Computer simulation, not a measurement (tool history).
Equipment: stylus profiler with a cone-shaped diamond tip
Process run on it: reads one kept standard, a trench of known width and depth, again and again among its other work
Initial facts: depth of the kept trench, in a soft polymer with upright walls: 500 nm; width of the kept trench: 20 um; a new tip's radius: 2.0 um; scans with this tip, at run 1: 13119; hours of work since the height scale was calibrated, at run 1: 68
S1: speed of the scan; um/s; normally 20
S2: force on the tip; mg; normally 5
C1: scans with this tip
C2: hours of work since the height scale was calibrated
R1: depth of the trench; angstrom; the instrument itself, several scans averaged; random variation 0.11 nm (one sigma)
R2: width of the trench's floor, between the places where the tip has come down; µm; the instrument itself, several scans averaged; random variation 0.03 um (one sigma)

| run | day | S1 | S2 | C1 | C2 | R1 | R2 |
|---|---|---|---|---|---|---|---|
| 1 | 0 | 20 | 5 | 13119 | 68 | 5059.2 | 16.22 |
| 2 | 2.296 | 20 | 5 | 13388 | 95 | 5061.3 | 16.22 |
| 3 | 4.75 | 20 | 5 | 13676 | 124 | 5061.8 | 16.16 |
| 4 | 6.942 | 20 | 5 | 13933 | 150 | 5064.1 | 16.14 |
| 5 | 9.112 | 20 | 5 | 14187 | 176 | 5062.2 | 16.14 |
| 6 | 10.354 | 55 | 5 | 14333 | 191 | 5063.3 | 16.07 |
| 7 | 11.646 | 55 | 5 | 14484 | 206 | 5061.7 | 16.02 |
| 8 | 13.146 | 55 | 5 | 14660 | 224 | 5063.1 | 15.97 |
| 9 | 16.042 | 55 | 5 | 15000 | 258 | 5064.5 | 15.99 |
| 10 | 18.021 | 55 | 5 | 15232 | 282 | 5063.6 | 15.98 |
| 11 | 20.642 | 10 | 5 | 15540 | 313 | 5064.1 | 16.06 |
| 12 | 22.362 | 10 | 5 | 15742 | 333 | 5063 | 16.03 |
| 13 | 24.208 | 10 | 5 | 15958 | 355 | 5066.4 | 16.16 |
| 14 | 26.029 | 48 | 5 | 16172 | 377 | 5064.7 | 15.94 |
| 15 | 28.546 | 20 | 5 | 16467 | 407 | 5067.2 | 15.97 |
| 16 | 31.292 | 20 | 2.8 | 16789 | 439 | 5046.7 | 15.97 |
| 17 | 33.462 | 14 | 2.62 | 17044 | 465 | 5046.9 | 15.98 |
|  | 33.679 | height scale calibrated on a step standard |
| 18 | 35.217 | 14 | 2.62 | 17247 | 18 | 5051.9 | 16 |
| 19 | 36.667 | 67 | 12.05 | 17417 | 35 | 5118.6 | 15.85 |
| 20 | 39.675 | 11 | 5.78 | 17770 | 71 | 5077.8 | 15.97 |
| 21 | 41.142 | 11 | 2 | 17942 | 89 | 5044.5 | 15.91 |
| 22 | 43.112 | 65 | 3.12 | 18173 | 112 | 5055.4 | 15.7 |
| 23 | 45.2 | 65 | 3.12 | 18418 | 137 | 5056.9 | 15.69 |
| 24 | 47.975 | 15 | 5.7 | 18743 | 170 | 5080 | 15.88 |
| 25 | 50.254 | 14 | 13.24 | 19011 | 197 | 5126.5 | 15.89 |
|  | 50.433 | height scale calibrated on a step standard, once more |
| 26 | 51.938 | 49 | 4.17 | 19206 | 18 | 5051.1 | 15.72 |
| 27 | 54.067 | 49 | 4.17 | 19456 | 43 | 5051 | 15.66 |
| 28 | 55.612 | 29 | 5 | 19637 | 61 | 5058 | 15.77 |
| 29 | 57.579 | 24 | 1.87 | 19867 | 85 | 5029.1 | 15.72 |
| 30 | 59.371 | 24 | 1.87 | 20077 | 106 | 5030.6 | 15.69 |
| 31 | 61.375 | 14 | 1.87 | 20313 | 130 | 5031.4 | 15.79 |
| 32 | 62.696 | 8 | 13.27 | 20468 | 145 | 5112.9 | 15.85 |

Forecast each of these 4 alternatives for the next run:
| A | 63.958 | 15 | 13.81 | 20616 | 160 | ? | ? |
| B | 63.958 | 75 | 6.6 | 20616 | 160 | ? | ? |
| C | 63.958 | 17 | 12.64 | 20616 | 160 | ? | ? |
| D | 63.958 | 63 | 1.83 | 20616 | 160 | ? | ? |

| run | R1 | R2 |
|---|---|---|
| A | 5115.9 | 15.81 |
| B | 5073.2 | 15.59 |
| C | 5110.7 | 15.81 |
| D | 5031.8 | 15.44 |
Without the tool's hidden state the same runs would have given:
| run | R1 | R2 |
|---|---|---|
| A | 5113.9 | 17.34 |
| B | 5071.2 | 17.12 |
| C | 5108.7 | 17.35 |
| D | 5029.9 | 16.97 |

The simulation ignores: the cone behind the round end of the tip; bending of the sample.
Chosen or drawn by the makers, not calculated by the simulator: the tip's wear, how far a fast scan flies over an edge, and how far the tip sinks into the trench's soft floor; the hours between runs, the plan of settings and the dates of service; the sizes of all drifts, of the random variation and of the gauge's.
